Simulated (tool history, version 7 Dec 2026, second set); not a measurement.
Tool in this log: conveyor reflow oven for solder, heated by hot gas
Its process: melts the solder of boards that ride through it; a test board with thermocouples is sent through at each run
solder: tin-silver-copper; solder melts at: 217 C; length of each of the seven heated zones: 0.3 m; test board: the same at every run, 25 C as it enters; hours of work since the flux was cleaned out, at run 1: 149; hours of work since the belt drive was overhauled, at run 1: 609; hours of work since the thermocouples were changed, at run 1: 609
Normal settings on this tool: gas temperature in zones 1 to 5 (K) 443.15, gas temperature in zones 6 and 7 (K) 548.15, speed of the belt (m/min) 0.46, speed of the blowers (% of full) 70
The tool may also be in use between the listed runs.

| run | hour | gas temperature in zones 1 to 5 (K) | gas temperature in zones 6 and 7 (K) | speed of the belt (m/min) | speed of the blowers (% of full) | hours of work since the flux was cleaned out | hours of work since the belt drive was overhauled | hours of work since the thermocouples were changed | highest temperature of the board (K) | time above the solder's melting point (s) |
|---|---|---|---|---|---|---|---|---|---|---|
| 1 | 0 | 443.15 | 548.15 | 0.46 | 70 | 149 | 609 | 609 | 537.45 | 65.7 |
| 2 | 57.9 | 443.15 | 548.15 | 0.46 | 70 | 178 | 639 | 639 | 537.55 | 66.3 |
| 3 | 119 | 443.15 | 548.15 | 0.46 | 70 | 209 | 670 | 670 | 537.05 | 65.6 |
|  | 130.3 | thermocouples of zones 6 and 7 changed |
| 4 | 204.6 | 443.15 | 548.15 | 0.46 | 70 | 252 | 713 | 38 | 535.15 | 64.9 |
| 5 | 243.8 | 443.15 | 548.15 | 0.46 | 55 | 272 | 733 | 58 | 530.85 | 61.3 |
|  | 282 | flux residue cleaned out of gas plates and filters |
| 6 | 330.3 | 443.15 | 548.15 | 0.46 | 70 | 25 | 774 | 99 | 534.75 | 64.7 |
| 7 | 370.1 | 443.15 | 548.15 | 0.46 | 70 | 45 | 794 | 120 | 534.85 | 64.3 |
| 8 | 416.2 | 443.15 | 548.15 | 0.383 | 70 | 68 | 818 | 143 | 540.05 | 82 |
| 9 | 482.9 | 443.15 | 548.15 | 0.383 | 70 | 102 | 852 | 177 | 540.15 | 82 |
| 10 | 540.3 | 443.15 | 548.15 | 0.46 | 70 | 132 | 881 | 206 | 534.15 | 64.5 |
| 11 | 626 | 443.15 | 548.15 | 0.46 | 53 | 175 | 925 | 250 | 529.75 | 60.5 |
| 12 | 668.2 | 443.15 | 548.15 | 0.46 | 83 | 197 | 946 | 271 | 537.65 | 66.5 |
| 13 | 750.7 | 443.15 | 548.15 | 0.403 | 70 | 239 | 988 | 313 | 538.45 | 77.4 |
|  | 776.5 | flux residue cleaned out of gas plates and filters, once more |
| 14 | 850.4 | 443.15 | 548.15 | 0.403 | 70 | 38 | 1036 | 362 | 541.25 | 79 |
|  | 877.8 | belt drive overhauled, speed set with a stopwatch |
| 15 | 915.9 | 443.15 | 548.15 | 0.403 | 70 | 69 | 19 | 393 | 540.45 | 77.2 |
| 16 | 974.7 | 443.15 | 548.15 | 0.403 | 70 | 99 | 49 | 423 | 540.15 | 77.5 |
| 17 | 1019.4 | 453.15 | 538.15 | 0.46 | 70 | 122 | 72 | 446 | 528.85 | 64.4 |
| 18 | 1074.4 | 441.15 | 560.15 | 0.452 | 50 | 150 | 100 | 474 | 540.85 | 67.7 |
| 19 | 1148.1 | 443.15 | 547.15 | 0.49 | 70 | 187 | 138 | 511 | 534.55 | 59.8 |
| 20 | 1229.8 | 443.15 | 539.15 | 0.49 | 70 | 229 | 179 | 553 | 526.75 | 55.4 |
| 21 | 1277 | 428.15 | 539.15 | 0.49 | 60 | 253 | 203 | 577 | 520.85 | 45.9 |
|  | 1353.8 | flux residue cleaned out of gas plates and filters |
| 22 | 1359.6 | 436.15 | 539.15 | 0.433 | 60 | 3 | 243 | 616 | 527.55 | 61.6 |
| 23 | 1401.1 | 455.15 | 560.15 | 0.46 | 70 | 24 | 264 | 638 | 550.65 | 75.5 |
| 24 | 1454.4 | 437.15 | 560.15 | 0.507 | 70 | 51 | 291 | 665 | 544.65 | 60.8 |
|  | 1475.7 | thermocouples of zones 6 and 7 changed |
| 25 | 1517.8 | 437.15 | 560.15 | 0.507 | 70 | 83 | 322 | 21 | 542.75 | 59.8 |
| 26 | 1604.1 | 437.15 | 560.15 | 0.405 | 70 | 126 | 366 | 65 | 549.45 | 79.6 |
| 27 | 1689.4 | 437.15 | 560.15 | 0.405 | 70 | 170 | 410 | 109 | 549.75 | 79.7 |
| 28 | 1749.2 | 434.15 | 541.15 | 0.54 | 53 | 200 | 440 | 139 | 515.25 | 37.5 |
| 29 | 1842.8 | 440.15 | 554.15 | 0.477 | 58 | 248 | 488 | 187 | 534.85 | 60.6 |

Results for each run, recomputed without the tool's hidden state and with each run's random variation untouched:
Hidden state at play: heat that the gas passes to the board, % of a clean oven's; belt's true speed, % of the reading; true gas temperature in zones 6 and 7 over the reading, C; drift of the gauge itself on peak_c, C; drift of the gauge itself on liquid_s, %.
| run | highest temperature of the board (K) | time above the solder's melting point (s) |
|---|---|---|
| 1 | 536.25 | 64.7 |
| 2 | 536.35 | 65.3 |
| 3 | 535.95 | 64.6 |
| 4 | 535.95 | 64.9 |
| 5 | 531.55 | 61.3 |
| 6 | 536.15 | 65 |
| 7 | 536.25 | 64.7 |
| 8 | 540.95 | 81.8 |
| 9 | 541.05 | 81.9 |
| 10 | 535.65 | 64.9 |
| 11 | 530.85 | 60.8 |
| 12 | 539.35 | 66.9 |
| 13 | 539.55 | 77.3 |
| 14 | 539.95 | 77.2 |
| 15 | 539.55 | 76.7 |
| 16 | 539.25 | 77 |
| 17 | 528.05 | 63.9 |
| 18 | 540.05 | 67.2 |
| 19 | 533.85 | 59.5 |
| 20 | 526.15 | 55.1 |
| 21 | 520.35 | 45.6 |
| 22 | 525.85 | 60.1 |
| 23 | 548.85 | 74.5 |
| 24 | 543.05 | 59.9 |
| 25 | 543.55 | 59.8 |
| 26 | 550.15 | 79.5 |
| 27 | 550.45 | 79.5 |
| 28 | 516.15 | 38.2 |
| 29 | 535.75 | 60.8 |
